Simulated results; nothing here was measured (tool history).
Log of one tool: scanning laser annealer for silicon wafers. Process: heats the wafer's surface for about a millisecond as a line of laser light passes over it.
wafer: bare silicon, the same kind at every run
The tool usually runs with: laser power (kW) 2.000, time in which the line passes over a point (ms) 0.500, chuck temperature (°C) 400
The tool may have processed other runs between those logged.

run	day	laser power (kW)	time in which the line passes over a point (ms)	chuck temperature (°C)	highest temperature of the surface (°C)
1	0.000	2.000	0.500	400	1170
2	0.292	2.000	0.500	400	1163
3	0.525	2.000	0.500	400	1162
4	0.750	2.000	0.500	400	1162
5	0.938	2.000	0.500	400	1167
6	1.254	2.000	0.500	400	1168
7	1.600	2.000	0.500	400	1165
8	1.917	2.000	0.500	400	1165
9	2.271	2.000	0.500	400	1164
10	2.558	2.000	0.500	400	1165
11	2.771	2.000	0.500	400	1163
# day 3.004: optics aligned, line set to its width
12	3.338	1.891	0.512	365	1088
# day 3.804: optics aligned, line set to its width, once more
13	3.883	1.930	0.519	420	1175
14	4.188	1.864	0.500	414	1127
15	4.362	2.125	0.611	414	1323
16	4.517	2.125	0.454	416	1201
17	4.683	2.184	0.493	393	1234
18	4.904	1.756	0.493	383	1040
19	5.275	1.903	0.503	423	1154
20	5.433	2.024	0.503	365	1148
21	5.642	2.063	0.535	430	1255

Forecast each of these 5 alternatives for the next run:
A	5.933	1.826	0.414	382	?
B	5.933	2.063	0.460	430	?
C	5.933	2.136	0.535	379	?
D	5.933	1.799	0.414	384	?
E	5.933	1.867	0.390	373	?

run	highest temperature of the surface (°C)
A	1014
B	1195
C	1234
D	1004
E	1000
Had the tool no hidden state, the same runs would have come out as:
run	highest temperature of the surface (°C)
A	1030
B	1214
C	1255
D	1019
E	1016

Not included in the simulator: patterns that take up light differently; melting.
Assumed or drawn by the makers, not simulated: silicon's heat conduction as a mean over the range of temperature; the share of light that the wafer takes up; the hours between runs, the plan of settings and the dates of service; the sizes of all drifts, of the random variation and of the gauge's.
